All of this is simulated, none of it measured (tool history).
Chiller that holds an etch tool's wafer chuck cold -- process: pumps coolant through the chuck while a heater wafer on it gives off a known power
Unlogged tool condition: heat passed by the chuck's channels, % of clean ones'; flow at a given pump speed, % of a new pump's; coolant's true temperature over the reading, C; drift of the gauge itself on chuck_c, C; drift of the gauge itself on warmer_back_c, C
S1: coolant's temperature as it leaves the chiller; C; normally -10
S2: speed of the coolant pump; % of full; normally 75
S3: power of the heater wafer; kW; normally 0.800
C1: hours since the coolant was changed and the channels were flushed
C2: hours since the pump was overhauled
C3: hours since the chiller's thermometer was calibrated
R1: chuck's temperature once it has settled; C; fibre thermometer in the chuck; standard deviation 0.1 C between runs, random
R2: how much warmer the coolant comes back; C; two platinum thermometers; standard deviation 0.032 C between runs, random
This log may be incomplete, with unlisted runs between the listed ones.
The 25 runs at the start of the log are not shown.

run 26 day=27.846 | S1=-2 S2=98 S3=0.897 | C1=130 C2=2557 C3=1482 | R1=7.0 R2=3.62
run 27 day=28.508 | S1=-2 S2=98 S3=0.897 | C1=146 C2=2573 C3=1498 | R1=6.7 R2=3.67
run 28 day=29.312 | S1=-2 S2=98 S3=0.980 | C1=165 C2=2592 C3=1517 | R1=7.6 R2=3.98
run 29 day=30.246 | S1=-2 S2=98 S3=0.980 | C1=187 C2=2615 C3=1539 | R1=7.7 R2=3.90
run 30 day=31.742 | S1=-2 S2=98 S3=0.980 | C1=223 C2=2650 C3=1575 | R1=7.6 R2=3.97
run 31 day=32.529 | S1=-6 S2=77 S3=0.980 | C1=242 C2=2669 C3=1594 | R1=5.3 R2=5.07
run 32 day=33.817 | S1=-6 S2=77 S3=0.980 | C1=273 C2=2700 C3=1625 | R1=5.3 R2=5.09
run 33 day=34.467 | S1=-5 S2=66 S3=0.980 | C1=289 C2=2716 C3=1640 | R1=7.7 R2=5.98

What if the next run were any one of these 3? Each begins from the tool's condition after run 33:
run A day=35.675 | S1=-2 S2=66 S3=0.980 | C1=318 C2=2745 C3=1669 | R1=? R2=?
run B day=35.675 | S1=-10 S2=68 S3=0.800 | C1=318 C2=2745 C3=1669 | R1=? R2=?
run C day=35.675 | S1=0 S2=75 S3=0.800 | C1=318 C2=2745 C3=1669 | R1=? R2=?

run=A R1=10.6 R2=5.92
run=B R1=0.2 R2=4.74
run=C R1=9.6 R2=4.28
The same runs, with their run-to-run variation unchanged, on a tool lacking any hidden condition would have given:
run=A R1=9.5 R2=5.46
run=B R1=-0.7 R2=4.37
run=C R1=8.7 R2=3.95

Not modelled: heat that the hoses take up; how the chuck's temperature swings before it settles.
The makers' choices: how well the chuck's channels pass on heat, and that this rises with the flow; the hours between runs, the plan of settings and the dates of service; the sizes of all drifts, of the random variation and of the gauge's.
